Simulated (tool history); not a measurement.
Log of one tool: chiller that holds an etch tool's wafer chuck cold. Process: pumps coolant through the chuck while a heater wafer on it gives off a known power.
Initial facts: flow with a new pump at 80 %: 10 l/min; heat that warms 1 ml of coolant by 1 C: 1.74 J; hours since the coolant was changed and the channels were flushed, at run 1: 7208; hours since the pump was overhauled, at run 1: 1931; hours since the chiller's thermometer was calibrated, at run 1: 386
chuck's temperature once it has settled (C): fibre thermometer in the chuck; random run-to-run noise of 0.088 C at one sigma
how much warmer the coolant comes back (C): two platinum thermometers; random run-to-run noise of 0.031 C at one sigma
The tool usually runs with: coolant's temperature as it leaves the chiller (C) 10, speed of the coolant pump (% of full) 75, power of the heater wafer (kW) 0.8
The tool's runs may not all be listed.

run,hour,coolant's temperature as it leaves the chiller (C),speed of the coolant pump (% of full),power of the heater wafer (kW),hours since the coolant was changed and the channels were flushed,hours since the pump was overhauled,hours since the chiller's thermometer was calibrated,chuck's temperature once it has settled (C),how much warmer the coolant comes back (C)
1,0,10,75,0.8,7208,1931,386,16.83,2.87
2,220.3,10,75,0.8,7428,2151,607,16.81,2.95
3,328.6,10,75,0.638,7537,2260,715,15.49,2.3
4,484.2,10,75,0.638,7692,2415,871,15.51,2.27
5,648.7,10,75,0.638,7857,2580,1035,15.41,2.31
6,802.9,10,75,0.638,8011,2734,1189,15.45,2.31
7,1032.7,10,75,0.8,8241,2964,1419,16.86,2.96
8,1133.7,10,75,0.862,8342,3065,1520,17.26,3.17
9,1356.1,10,75,0.8,8564,3287,1742,16.88,2.97
10,1567.4,5,75,0.8,8776,3499,1954,11.91,2.95
# hour 1636.9: chiller's thermometer calibrated
11,1695,9,75,1.166,8902,3625,58,18.96,4.31
12,1882.6,12,62,0.65,9090,3813,246,18.22,2.84
13,2066.9,14,75,0.573,9274,3997,430,18.71,2.11
14,2267.7,11,75,1.025,9475,4198,631,19.77,3.76
15,2468.2,2,75,0.821,9675,4398,831,9.06,3.05
16,2665.4,15,89,0.767,9873,4596,1028,20.85,2.36
17,2838.5,6,92,0.588,10046,4769,1202,10.37,1.78
18,3016,1,84,0.86,10223,4946,1379,7.65,2.87
19,3144.6,19,70,0.8,10352,5075,1508,26.19,3.13

4 ways to go on from here, each from the tool as it stands after run 19. What would each give?
# hour 3198: coolant changed, channels flushed
A,3361.2,15,65,1.15,163,5285,1718,?,?
# hour 3198: coolant changed, channels flushed
B,3361.2,5,75,0.863,163,5285,1718,?,?
# hour 3198: coolant changed, channels flushed
C,3361.2,11,75,0.911,163,5285,1718,?,?
# hour 3198: coolant changed, channels flushed
D,3361.2,6,86,0.8,163,5285,1718,?,?

run,chuck's temperature once it has settled (C),how much warmer the coolant comes back (C)
A,25.76,4.88
B,12.57,3.19
C,18.67,3.39
D,12.18,2.58
With the hidden condition removed and each run's random variation left untouched, the same runs would have given:
run,chuck's temperature once it has settled (C),how much warmer the coolant comes back (C)
A,25.75,4.87
B,12.56,3.18
C,18.66,3.38
D,12.18,2.57

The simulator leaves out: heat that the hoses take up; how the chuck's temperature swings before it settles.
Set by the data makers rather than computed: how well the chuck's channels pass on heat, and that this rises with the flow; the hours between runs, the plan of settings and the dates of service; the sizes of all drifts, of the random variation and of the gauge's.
